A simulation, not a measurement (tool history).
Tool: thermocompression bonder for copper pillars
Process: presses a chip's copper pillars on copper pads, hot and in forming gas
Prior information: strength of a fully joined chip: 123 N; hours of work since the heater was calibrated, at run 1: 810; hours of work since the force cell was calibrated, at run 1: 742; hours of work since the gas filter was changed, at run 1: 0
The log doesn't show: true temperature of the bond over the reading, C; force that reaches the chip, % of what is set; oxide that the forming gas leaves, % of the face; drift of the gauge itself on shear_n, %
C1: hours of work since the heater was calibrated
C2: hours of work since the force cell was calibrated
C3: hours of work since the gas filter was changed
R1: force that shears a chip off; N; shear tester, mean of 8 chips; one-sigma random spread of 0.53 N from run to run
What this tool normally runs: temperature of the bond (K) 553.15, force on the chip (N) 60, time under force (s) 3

{"run": 1, "day": 0.0, "temperature of the bond (K)": 553.15, "force on the chip (N)": 60, "time under force (s)": 3, "C1": 810, "C2": 742, "C3": 0, "R1": 69}
{"run": 2, "day": 2.038, "temperature of the bond (K)": 553.15, "force on the chip (N)": 60, "time under force (s)": 3, "C1": 842, "C2": 773, "C3": 32, "R1": 68.1}
{"run": 3, "day": 3.475, "temperature of the bond (K)": 553.15, "force on the chip (N)": 60, "time under force (s)": 3, "C1": 865, "C2": 796, "C3": 55, "R1": 67.7}
{"run": 4, "day": 4.967, "temperature of the bond (K)": 557.15, "force on the chip (N)": 60, "time under force (s)": 3, "C1": 888, "C2": 820, "C3": 78, "R1": 69.7}
{"run": 5, "day": 6.883, "temperature of the bond (K)": 557.15, "force on the chip (N)": 60, "time under force (s)": 3, "C1": 918, "C2": 850, "C3": 108, "R1": 69.5}
{"run": 6, "day": 8.504, "temperature of the bond (K)": 557.15, "force on the chip (N)": 67, "time under force (s)": 3, "C1": 944, "C2": 875, "C3": 134, "R1": 73.8}
{"run": 7, "day": 11.771, "temperature of the bond (K)": 557.15, "force on the chip (N)": 67, "time under force (s)": 3, "C1": 995, "C2": 926, "C3": 185, "R1": 73.5}
{"run": 8, "day": 14.496, "temperature of the bond (K)": 557.15, "force on the chip (N)": 67, "time under force (s)": 3, "C1": 1038, "C2": 969, "C3": 228, "R1": 71.8}
{"run": 9, "day": 16.225, "temperature of the bond (K)": 557.15, "force on the chip (N)": 67, "time under force (s)": 3, "C1": 1065, "C2": 996, "C3": 255, "R1": 72.8}
{"run": 10, "day": 18.654, "temperature of the bond (K)": 557.15, "force on the chip (N)": 67, "time under force (s)": 3, "C1": 1103, "C2": 1034, "C3": 293, "R1": 72.1}
{"run": 11, "day": 21.012, "temperature of the bond (K)": 557.15, "force on the chip (N)": 67, "time under force (s)": 3, "C1": 1140, "C2": 1071, "C3": 330, "R1": 72.7}
{"run": 12, "day": 22.758, "temperature of the bond (K)": 557.15, "force on the chip (N)": 67, "time under force (s)": 3, "C1": 1168, "C2": 1099, "C3": 357, "R1": 71.4}
{"run": 13, "day": 24.454, "temperature of the bond (K)": 565.15, "force on the chip (N)": 60, "time under force (s)": 3, "C1": 1194, "C2": 1125, "C3": 384, "R1": 70.2}
{"day": 26.488, "done": "forming gas filter changed"}
{"run": 14, "day": 27.104, "temperature of the bond (K)": 565.15, "force on the chip (N)": 60, "time under force (s)": 3, "C1": 1235, "C2": 1167, "C3": 10, "R1": 76.3}
{"run": 15, "day": 29.017, "temperature of the bond (K)": 565.15, "force on the chip (N)": 60, "time under force (s)": 3, "C1": 1266, "C2": 1197, "C3": 40, "R1": 76.4}
{"run": 16, "day": 32.129, "temperature of the bond (K)": 553.15, "force on the chip (N)": 60, "time under force (s)": 4, "C1": 1314, "C2": 1246, "C3": 89, "R1": 75.8}
{"run": 17, "day": 33.967, "temperature of the bond (K)": 553.15, "force on the chip (N)": 60, "time under force (s)": 4, "C1": 1343, "C2": 1274, "C3": 117, "R1": 76.3}
{"run": 18, "day": 35.483, "temperature of the bond (K)": 553.15, "force on the chip (N)": 60, "time under force (s)": 4, "C1": 1367, "C2": 1298, "C3": 141, "R1": 75.3}
{"day": 36.238, "done": "heater calibrated with a thermocouple chip"}
{"run": 19, "day": 37.308, "temperature of the bond (K)": 553.15, "force on the chip (N)": 38, "time under force (s)": 3, "C1": 17, "C2": 1326, "C3": 169, "R1": 47}
{"run": 20, "day": 39.254, "temperature of the bond (K)": 557.15, "force on the chip (N)": 60, "time under force (s)": 3, "C1": 47, "C2": 1356, "C3": 199, "R1": 66.1}
{"run": 21, "day": 42.346, "temperature of the bond (K)": 581.15, "force on the chip (N)": 60, "time under force (s)": 3, "C1": 96, "C2": 1405, "C3": 248, "R1": 76.7}
{"run": 22, "day": 45.021, "temperature of the bond (K)": 538.15, "force on the chip (N)": 41, "time under force (s)": 2, "C1": 138, "C2": 1447, "C3": 290, "R1": 34.8}
{"day": 46.962, "done": "force cell calibrated"}
{"run": 23, "day": 48.246, "temperature of the bond (K)": 556.15, "force on the chip (N)": 51, "time under force (s)": 3, "C1": 188, "C2": 20, "C3": 339, "R1": 54.7}
{"run": 24, "day": 50.971, "temperature of the bond (K)": 556.15, "force on the chip (N)": 51, "time under force (s)": 3, "C1": 230, "C2": 63, "C3": 382, "R1": 54.5}
{"day": 53.108, "done": "forming gas filter changed"}
{"run": 25, "day": 53.458, "temperature of the bond (K)": 553.15, "force on the chip (N)": 49, "time under force (s)": 4, "C1": 269, "C2": 102, "C3": 5, "R1": 62.9}
{"run": 26, "day": 55.433, "temperature of the bond (K)": 553.15, "force on the chip (N)": 49, "time under force (s)": 4, "C1": 300, "C2": 133, "C3": 36, "R1": 62}
{"run": 27, "day": 58.333, "temperature of the bond (K)": 530.15, "force on the chip (N)": 80, "time under force (s)": 2, "C1": 346, "C2": 178, "C3": 82, "R1": 55.4}
{"run": 28, "day": 60.629, "temperature of the bond (K)": 553.15, "force on the chip (N)": 42, "time under force (s)": 2, "C1": 382, "C2": 214, "C3": 118, "R1": 42.4}
{"run": 29, "day": 63.196, "temperature of the bond (K)": 548.15, "force on the chip (N)": 60, "time under force (s)": 3, "C1": 422, "C2": 255, "C3": 158, "R1": 61.2}
{"run": 30, "day": 65.867, "temperature of the bond (K)": 565.15, "force on the chip (N)": 52, "time under force (s)": 3, "C1": 464, "C2": 296, "C3": 200, "R1": 63.1}
{"run": 31, "day": 67.583, "temperature of the bond (K)": 565.15, "force on the chip (N)": 52, "time under force (s)": 3, "C1": 491, "C2": 323, "C3": 227, "R1": 62.9}
{"run": 32, "day": 69.142, "temperature of the bond (K)": 565.15, "force on the chip (N)": 52, "time under force (s)": 3, "C1": 515, "C2": 348, "C3": 252, "R1": 63.4}
{"run": 33, "day": 70.712, "temperature of the bond (K)": 542.15, "force on the chip (N)": 41, "time under force (s)": 3, "C1": 540, "C2": 373, "C3": 276, "R1": 42.3}
{"run": 34, "day": 72.871, "temperature of the bond (K)": 542.15, "force on the chip (N)": 41, "time under force (s)": 3, "C1": 574, "C2": 406, "C3": 310, "R1": 43.6}
{"run": 35, "day": 75.288, "temperature of the bond (K)": 542.15, "force on the chip (N)": 41, "time under force (s)": 3, "C1": 612, "C2": 444, "C3": 348, "R1": 42}
{"run": 36, "day": 77.383, "temperature of the bond (K)": 553.15, "force on the chip (N)": 77, "time under force (s)": 7, "C1": 645, "C2": 477, "C3": 381, "R1": 89.2}
{"day": 79.621, "done": "forming gas filter changed"}
{"run": 37, "day": 79.621, "temperature of the bond (K)": 559.15, "force on the chip (N)": 60, "time under force (s)": 2, "C1": 680, "C2": 512, "C3": 0, "R1": 62}
{"run": 38, "day": 82.062, "temperature of the bond (K)": 559.15, "force on the chip (N)": 53, "time under force (s)": 4, "C1": 718, "C2": 550, "C3": 38, "R1": 71.1}
{"run": 39, "day": 84.454, "temperature of the bond (K)": 559.15, "force on the chip (N)": 54, "time under force (s)": 4, "C1": 755, "C2": 588, "C3": 76, "R1": 72}
{"run": 40, "day": 86.146, "temperature of the bond (K)": 530.15, "force on the chip (N)": 77, "time under force (s)": 6, "C1": 782, "C2": 615, "C3": 102, "R1": 78.5}
{"run": 41, "day": 87.917, "temperature of the bond (K)": 553.15, "force on the chip (N)": 60, "time under force (s)": 2, "C1": 810, "C2": 642, "C3": 130, "R1": 57.5}

What if the next run were any one of these 3? Each begins from the tool's condition after run 41:
{"run": "A", "day": 89.512, "temperature of the bond (K)": 561.15, "force on the chip (N)": 60, "time under force (s)": 2, "C1": 835, "C2": 667, "C3": 155, "R1": "?"}
{"run": "B", "day": 89.512, "temperature of the bond (K)": 553.15, "force on the chip (N)": 54, "time under force (s)": 6, "C1": 835, "C2": 667, "C3": 155, "R1": "?"}
{"run": "C", "day": 89.512, "temperature of the bond (K)": 553.15, "force on the chip (N)": 76, "time under force (s)": 2, "C1": 835, "C2": 667, "C3": 155, "R1": "?"}

run=A R1=61.8
run=B R1=75.2
run=C R1=66.9
What these runs would have given with no unlogged condition in the tool:
run=A R1=60.2
run=B R1=73.9
run=C R1=65.4

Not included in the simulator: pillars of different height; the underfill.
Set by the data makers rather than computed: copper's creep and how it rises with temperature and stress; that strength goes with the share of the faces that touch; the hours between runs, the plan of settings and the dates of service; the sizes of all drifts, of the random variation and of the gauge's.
